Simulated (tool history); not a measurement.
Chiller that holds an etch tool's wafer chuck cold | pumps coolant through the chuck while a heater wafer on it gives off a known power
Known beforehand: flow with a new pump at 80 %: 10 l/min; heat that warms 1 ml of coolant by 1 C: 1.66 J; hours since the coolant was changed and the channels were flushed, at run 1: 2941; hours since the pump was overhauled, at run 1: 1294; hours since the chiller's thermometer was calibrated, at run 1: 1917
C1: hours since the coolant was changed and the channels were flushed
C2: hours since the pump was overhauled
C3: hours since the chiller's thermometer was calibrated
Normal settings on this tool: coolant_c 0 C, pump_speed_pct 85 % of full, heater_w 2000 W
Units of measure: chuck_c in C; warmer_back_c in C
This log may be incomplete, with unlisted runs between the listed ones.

{"run": 1, "hour": 0.0, "coolant_c": 0, "pump_speed_pct": 85, "heater_w": 2000, "C1": 2941, "C2": 1294, "C3": 1917, "chuck_c": 22.9, "warmer_back_c": 7.15}
{"run": 2, "hour": 204.1, "coolant_c": 0, "pump_speed_pct": 85, "heater_w": 2000, "C1": 3145, "C2": 1498, "C3": 2121, "chuck_c": 23.1, "warmer_back_c": 7.18}
{"run": 3, "hour": 344.3, "coolant_c": 0, "pump_speed_pct": 85, "heater_w": 2000, "C1": 3285, "C2": 1638, "C3": 2261, "chuck_c": 23.3, "warmer_back_c": 7.34}
{"run": 4, "hour": 557.1, "coolant_c": 0, "pump_speed_pct": 85, "heater_w": 2000, "C1": 3498, "C2": 1851, "C3": 2474, "chuck_c": 23.6, "warmer_back_c": 7.31}
{"run": 5, "hour": 658.7, "coolant_c": 0, "pump_speed_pct": 85, "heater_w": 2000, "C1": 3600, "C2": 1953, "C3": 2576, "chuck_c": 24.2, "warmer_back_c": 7.3}
{"run": 6, "hour": 891.5, "coolant_c": -3, "pump_speed_pct": 85, "heater_w": 2000, "C1": 3832, "C2": 2186, "C3": 2809, "chuck_c": 21.5, "warmer_back_c": 7.44}
{"run": 7, "hour": 1027.3, "coolant_c": -3, "pump_speed_pct": 85, "heater_w": 2000, "C1": 3968, "C2": 2321, "C3": 2944, "chuck_c": 21.8, "warmer_back_c": 7.42}
{"run": 8, "hour": 1258.8, "coolant_c": -3, "pump_speed_pct": 85, "heater_w": 2000, "C1": 4200, "C2": 2553, "C3": 3176, "chuck_c": 22.4, "warmer_back_c": 7.59}
{"run": 9, "hour": 1485.6, "coolant_c": -3, "pump_speed_pct": 85, "heater_w": 2000, "C1": 4427, "C2": 2780, "C3": 3403, "chuck_c": 23.2, "warmer_back_c": 7.56}
{"hour": 1638.1, "done": "coolant changed, channels flushed"}
{"run": 10, "hour": 1665.2, "coolant_c": -3, "pump_speed_pct": 85, "heater_w": 1256, "C1": 27, "C2": 2953, "C3": 3576, "chuck_c": 8.9, "warmer_back_c": 4.84}
{"run": 11, "hour": 1885.0, "coolant_c": -3, "pump_speed_pct": 85, "heater_w": 1256, "C1": 247, "C2": 3173, "C3": 3796, "chuck_c": 9.2, "warmer_back_c": 4.82}
{"hour": 1904.9, "done": "coolant pump overhauled"}
{"run": 12, "hour": 1998.7, "coolant_c": -3, "pump_speed_pct": 85, "heater_w": 1256, "C1": 356, "C2": 94, "C3": 3905, "chuck_c": 10.3, "warmer_back_c": 5.36}
{"run": 13, "hour": 2217.5, "coolant_c": -3, "pump_speed_pct": 85, "heater_w": 1256, "C1": 574, "C2": 313, "C3": 4124, "chuck_c": 10.4, "warmer_back_c": 5.4}
{"hour": 2267.9, "done": "coolant pump overhauled, once more"}
{"run": 14, "hour": 2422.8, "coolant_c": -3, "pump_speed_pct": 85, "heater_w": 1256, "C1": 775, "C2": 155, "C3": 4324, "chuck_c": 8.3, "warmer_back_c": 4.26}
{"run": 15, "hour": 2643.2, "coolant_c": -3, "pump_speed_pct": 85, "heater_w": 1256, "C1": 995, "C2": 375, "C3": 4544, "chuck_c": 8.6, "warmer_back_c": 4.34}
{"run": 16, "hour": 2782.6, "coolant_c": -3, "pump_speed_pct": 85, "heater_w": 1256, "C1": 1135, "C2": 515, "C3": 4684, "chuck_c": 8.7, "warmer_back_c": 4.35}
{"run": 17, "hour": 2878.3, "coolant_c": -4, "pump_speed_pct": 85, "heater_w": 2695, "C1": 1230, "C2": 610, "C3": 4779, "chuck_c": 22.2, "warmer_back_c": 9.37}
{"run": 18, "hour": 3070.3, "coolant_c": -4, "pump_speed_pct": 85, "heater_w": 1035, "C1": 1422, "C2": 802, "C3": 4971, "chuck_c": 5.5, "warmer_back_c": 3.63}
{"run": 19, "hour": 3191.7, "coolant_c": -4, "pump_speed_pct": 85, "heater_w": 1035, "C1": 1544, "C2": 924, "C3": 5093, "chuck_c": 5.9, "warmer_back_c": 3.66}
{"run": 20, "hour": 3412.3, "coolant_c": -9, "pump_speed_pct": 85, "heater_w": 1768, "C1": 1764, "C2": 1144, "C3": 5313, "chuck_c": 8.6, "warmer_back_c": 6.25}
{"run": 21, "hour": 3641.4, "coolant_c": -9, "pump_speed_pct": 95, "heater_w": 1223, "C1": 1993, "C2": 1374, "C3": 5543, "chuck_c": 2.2, "warmer_back_c": 3.93}
{"hour": 3674.6, "done": "chiller's thermometer calibrated"}
{"run": 22, "hour": 3788.5, "coolant_c": 4, "pump_speed_pct": 69, "heater_w": 1489, "C1": 2139, "C2": 1520, "C3": 114, "chuck_c": 22.5, "warmer_back_c": 6.65}
{"run": 23, "hour": 3957.8, "coolant_c": -6, "pump_speed_pct": 69, "heater_w": 1489, "C1": 2309, "C2": 1689, "C3": 283, "chuck_c": 12.7, "warmer_back_c": 6.72}
{"run": 24, "hour": 4127.9, "coolant_c": -6, "pump_speed_pct": 69, "heater_w": 1489, "C1": 2479, "C2": 1859, "C3": 453, "chuck_c": 12.9, "warmer_back_c": 6.74}
{"run": 25, "hour": 4303.2, "coolant_c": 1, "pump_speed_pct": 85, "heater_w": 2000, "C1": 2654, "C2": 2034, "C3": 629, "chuck_c": 23.4, "warmer_back_c": 7.29}
{"run": 26, "hour": 4487.1, "coolant_c": -10, "pump_speed_pct": 85, "heater_w": 1136, "C1": 2838, "C2": 2218, "C3": 812, "chuck_c": 2.9, "warmer_back_c": 4.18}
{"run": 27, "hour": 4672.9, "coolant_c": 0, "pump_speed_pct": 81, "heater_w": 2431, "C1": 3024, "C2": 2404, "C3": 998, "chuck_c": 29.1, "warmer_back_c": 9.48}
{"run": 28, "hour": 4772.2, "coolant_c": 0, "pump_speed_pct": 81, "heater_w": 2431, "C1": 3123, "C2": 2503, "C3": 1098, "chuck_c": 29.4, "warmer_back_c": 9.58}
{"run": 29, "hour": 4917.1, "coolant_c": 0, "pump_speed_pct": 73, "heater_w": 1630, "C1": 3268, "C2": 2648, "C3": 1242, "chuck_c": 21.3, "warmer_back_c": 7.2}

What if the next run were any one of these 5? Each begins from the tool's condition after run 29:
{"run": "A", "hour": 5054.3, "coolant_c": -1, "pump_speed_pct": 73, "heater_w": 1630, "C1": 3405, "C2": 2785, "C3": 1380, "chuck_c": "?", "warmer_back_c": "?"}
{"run": "B", "hour": 5054.3, "coolant_c": 0, "pump_speed_pct": 64, "heater_w": 1630, "C1": 3405, "C2": 2785, "C3": 1380, "chuck_c": "?", "warmer_back_c": "?"}
{"run": "C", "hour": 5054.3, "coolant_c": 0, "pump_speed_pct": 86, "heater_w": 1864, "C1": 3405, "C2": 2785, "C3": 1380, "chuck_c": "?", "warmer_back_c": "?"}
{"run": "D", "hour": 5054.3, "coolant_c": 8, "pump_speed_pct": 85, "heater_w": 2000, "C1": 3405, "C2": 2785, "C3": 1380, "chuck_c": "?", "warmer_back_c": "?"}
{"run": "E", "hour": 5054.3, "coolant_c": -7, "pump_speed_pct": 68, "heater_w": 2000, "C1": 3405, "C2": 2785, "C3": 1380, "chuck_c": "?", "warmer_back_c": "?"}

run=A chuck_c=20.6 warmer_back_c=7.27
run=B chuck_c=23.4 warmer_back_c=8.33
run=C chuck_c=22.3 warmer_back_c=6.92
run=D chuck_c=31.8 warmer_back_c=7.64
run=E chuck_c=20.7 warmer_back_c=9.55
Stripped of hidden state, with their random variation kept, the same runs would have yielded:
run=A chuck_c=15.8 warmer_back_c=6.54
run=B chuck_c=18.2 warmer_back_c=7.49
run=C chuck_c=17.3 warmer_back_c=6.22
run=D chuck_c=26.5 warmer_back_c=6.87
run=E chuck_c=14.5 warmer_back_c=8.59

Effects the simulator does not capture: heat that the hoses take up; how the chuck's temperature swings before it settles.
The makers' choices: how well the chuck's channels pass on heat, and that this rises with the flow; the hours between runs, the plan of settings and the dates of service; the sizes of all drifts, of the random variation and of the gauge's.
